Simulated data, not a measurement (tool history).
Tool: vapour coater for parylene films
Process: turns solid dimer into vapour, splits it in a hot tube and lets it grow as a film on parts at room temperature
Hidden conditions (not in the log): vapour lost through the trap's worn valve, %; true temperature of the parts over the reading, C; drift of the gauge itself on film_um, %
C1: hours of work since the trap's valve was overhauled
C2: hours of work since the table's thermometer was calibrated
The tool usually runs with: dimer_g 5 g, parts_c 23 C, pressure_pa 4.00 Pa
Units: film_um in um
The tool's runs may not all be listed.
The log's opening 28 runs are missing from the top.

Run 29, hour 900.5: usual settings but dimer_g 3 g, parts_c 34 C, pressure_pa 6.60 Pa; C1 601; C2 1091. Result: film_um 0.67 um.
Run 30, hour 935.8: usual settings but dimer_g 4 g, parts_c 29 C, pressure_pa 2.03 Pa; C1 630; C2 1120. Result: film_um 1.08 um.
Run 31, hour 974.4: usual settings but dimer_g 2 g, parts_c 17 C, pressure_pa 9.20 Pa; C1 662; C2 1152. Result: film_um 0.60 um.
Run 32, hour 997.5: usual settings but dimer_g 2 g, parts_c 17 C, pressure_pa 10.64 Pa; C1 681; C2 1171. Result: film_um 0.59 um.
At hour 1007.9: trap's valve overhauled.
Run 33, hour 1026.8: usual settings but dimer_g 6 g, parts_c 34 C, pressure_pa 2.22 Pa; C1 16; C2 1192. Result: film_um 1.47 um.
Run 34, hour 1052.9: usual settings but dimer_g 4 g, parts_c 22 C, pressure_pa 3.22 Pa; C1 37; C2 1214. Result: film_um 1.23 um.
Run 35, hour 1087.9: usual settings but parts_c 22 C, pressure_pa 3.22 Pa; C1 66; C2 1242. Result: film_um 1.47 um.
Run 36, hour 1107.4: usual settings but dimer_g 3 g, parts_c 17 C, pressure_pa 10.34 Pa; C1 82; C2 1258. Result: film_um 0.90 um.
Run 37, hour 1144.2: usual settings but dimer_g 3 g, parts_c 17 C, pressure_pa 10.34 Pa; C1 112; C2 1289. Result: film_um 0.91 um.
Run 38, hour 1163.1: usual settings but dimer_g 3 g, parts_c 17 C, pressure_pa 10.34 Pa; C1 128; C2 1305. Result: film_um 0.92 um.
Run 39, hour 1189.7: usual settings but dimer_g 3 g, parts_c 18 C, pressure_pa 2.21 Pa; C1 150; C2 1326. Result: film_um 1.00 um.
Run 40, hour 1209.7: usual settings but dimer_g 7 g, pressure_pa 4.73 Pa; C1 167; C2 1343. Result: film_um 1.98 um.
Run 41, hour 1236.4: usual settings but dimer_g 4 g, parts_c 17 C, pressure_pa 2.48 Pa; C1 189; C2 1365. Result: film_um 1.34 um.
Run 42, hour 1282.2: usual settings but dimer_g 2 g; C1 226; C2 1403. Result: film_um 0.57 um.
Run 43, hour 1309.0: usual settings but dimer_g 2 g, parts_c 15 C; C1 248; C2 1425. Result: film_um 0.69 um.
Run 44, hour 1353.8: usual settings but dimer_g 2 g, parts_c 15 C; C1 285; C2 1462. Result: film_um 0.68 um.
Run 45, hour 1378.9: usual settings but parts_c 17 C, pressure_pa 5.47 Pa; C1 306; C2 1483. Result: film_um 1.59 um.

Consider 4 possible next runs. They are alternatives, not a sequence: every one starts from the tool as it was left by run 45. What does each give?
Run A, hour 1404.6: usual settings but dimer_g 7 g, parts_c 27 C, pressure_pa 2.39 Pa; C1 327; C2 1504. Result: film_um ?.
Run B, hour 1404.6: usual settings but pressure_pa 5.06 Pa; C1 327; C2 1504. Result: film_um ?.
Run C, hour 1404.6: usual settings; C1 327; C2 1504. Result: film_um ?.
Run D, hour 1404.6: usual settings but pressure_pa 2.37 Pa; C1 327; C2 1504. Result: film_um ?.

run  film_um
  A     1.95
  B     1.40
  C     1.45
  D     1.49
Had the tool no hidden state, the same runs would have come out as:
run  film_um
  A     1.95
  B     1.41
  C     1.45
  D     1.50
